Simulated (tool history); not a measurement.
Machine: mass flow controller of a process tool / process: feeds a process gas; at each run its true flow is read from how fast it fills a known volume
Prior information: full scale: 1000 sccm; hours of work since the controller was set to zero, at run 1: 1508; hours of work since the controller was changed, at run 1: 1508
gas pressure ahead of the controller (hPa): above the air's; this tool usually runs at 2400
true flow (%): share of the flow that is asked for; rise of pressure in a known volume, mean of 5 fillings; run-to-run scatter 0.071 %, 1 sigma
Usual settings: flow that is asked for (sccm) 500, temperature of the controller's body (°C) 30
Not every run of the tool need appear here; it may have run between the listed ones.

| run | day | flow that is asked for (sccm) | gas pressure ahead of the controller (hPa) | temperature of the controller's body (°C) | hours of work since the controller was set to zero | hours of work since the controller was changed | true flow (%) |
|---|---|---|---|---|---|---|---|
| 1 | 0 | 500 | 2400 | 30 | 1508 | 1508 | 99.52 |
| 2 | 3.05 | 500 | 2310 | 30 | 1557 | 1557 | 99.52 |
| 3 | 6.483 | 500 | 2400 | 26 | 1612 | 1612 | 99.49 |
| 4 | 8.483 | 500 | 2400 | 26 | 1644 | 1644 | 99.4 |
| 5 | 10.779 | 101 | 2400 | 26 | 1681 | 1681 | 102.6 |
| 6 | 13.783 | 101 | 2400 | 26 | 1729 | 1729 | 102.57 |
| 7 | 16.904 | 140 | 2400 | 30 | 1779 | 1779 | 101.76 |
| 8 | 21.038 | 140 | 2600 | 30 | 1845 | 1845 | 101.86 |
| 9 | 22.817 | 500 | 2400 | 30 | 1873 | 1873 | 99.68 |
| 10 | 26.321 | 500 | 2400 | 30 | 1929 | 1929 | 99.65 |
| 11 | 29.15 | 500 | 2400 | 30 | 1975 | 1975 | 99.71 |
| 12 | 31.583 | 500 | 2400 | 30 | 2014 | 2014 | 99.76 |
| 13 | 33.95 | 260 | 2400 | 30 | 2052 | 2052 | 100.38 |
| 14 | 37.062 | 260 | 2400 | 30 | 2101 | 2101 | 100.49 |
| 15 | 39.483 | 260 | 2400 | 30 | 2140 | 2140 | 100.5 |
| 16 | 43.279 | 260 | 2400 | 30 | 2201 | 2201 | 100.54 |
| 17 | 46.279 | 260 | 1450 | 37 | 2249 | 2249 | 101.1 |
| 18 | 48.642 | 260 | 1450 | 37 | 2287 | 2287 | 101.11 |
| 19 | 50.883 | 660 | 1450 | 34 | 2323 | 2323 | 100.03 |
| 20 | 54.779 | 201 | 2400 | 39 | 2385 | 2385 | 101.92 |
| 21 | 57.562 | 802 | 2400 | 25 | 2430 | 2430 | 99.46 |
| 22 | 60.833 | 500 | 2400 | 28 | 2482 | 2482 | 99.78 |
| 23 | 62.596 | 500 | 2400 | 39 | 2510 | 2510 | 100.2 |
| 24 | 65.408 | 322 | 2400 | 35 | 2555 | 2555 | 100.59 |
| 25 | 69.488 | 878 | 2340 | 30 | 2621 | 2621 | 99.74 |
| 26 | 71.929 | 878 | 2340 | 30 | 2660 | 2660 | 99.68 |
| 27 | 75.979 | 878 | 2340 | 30 | 2724 | 2724 | 99.73 |
| 28 | 78.658 | 878 | 2340 | 30 | 2767 | 2767 | 99.74 |
| 29 | 82.517 | 541 | 2400 | 30 | 2829 | 2829 | 99.91 |

Forecast run 30:
| 30 | 85.967 | 541 | 2400 | 30 | 2884 | 2884 | ? |

true flow (%): 99.78
If the tool had no hidden condition, the same run with the same run-to-run variation would have returned true flow (%) 99.5.
